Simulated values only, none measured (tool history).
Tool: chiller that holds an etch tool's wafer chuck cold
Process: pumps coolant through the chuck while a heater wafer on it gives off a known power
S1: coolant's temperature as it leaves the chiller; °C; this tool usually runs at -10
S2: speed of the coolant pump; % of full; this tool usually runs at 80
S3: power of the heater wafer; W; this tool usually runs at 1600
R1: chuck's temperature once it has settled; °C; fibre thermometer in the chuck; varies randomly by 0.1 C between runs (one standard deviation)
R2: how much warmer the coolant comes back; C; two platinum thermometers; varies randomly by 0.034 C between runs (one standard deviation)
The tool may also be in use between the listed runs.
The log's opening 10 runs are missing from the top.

run	hour	S1	S2	S3	R1	R2
11	989	-15	75	1600	-3.3	5.85
12	1074.6	-15	75	1600	-3.3	5.79
13	1178.5	-3	80	1600	8.1	5.51
14	1271.4	-3	80	1600	8.2	5.44
15	1376	-10	61	1600	3.9	7.43
16	1440.2	-10	61	1600	3.8	7.41
17	1549.1	-10	61	1600	3.7	7.49
18	1681.7	-10	61	1600	3.8	7.46
19	1751	-10	80	2371	7.2	8.08
20	1880.3	-19	87	1600	-8.6	5.04
21	1979.4	-18	89	1600	-7.6	4.87
# hour 1996.8: coolant pump overhauled
22	2099.4	-18	89	1600	-7.4	5.03
23	2201.1	-18	89	1600	-7.7	5.03

What does the tool deliver on the next run?
24	2334.1	-5	97	2163	?	?

{"run 24": {"R1": 8.8, "R2": 6.18}}
Minus the tool's unlogged condition, the same run would have read R1 8.6 °C, R2 5.6 C.
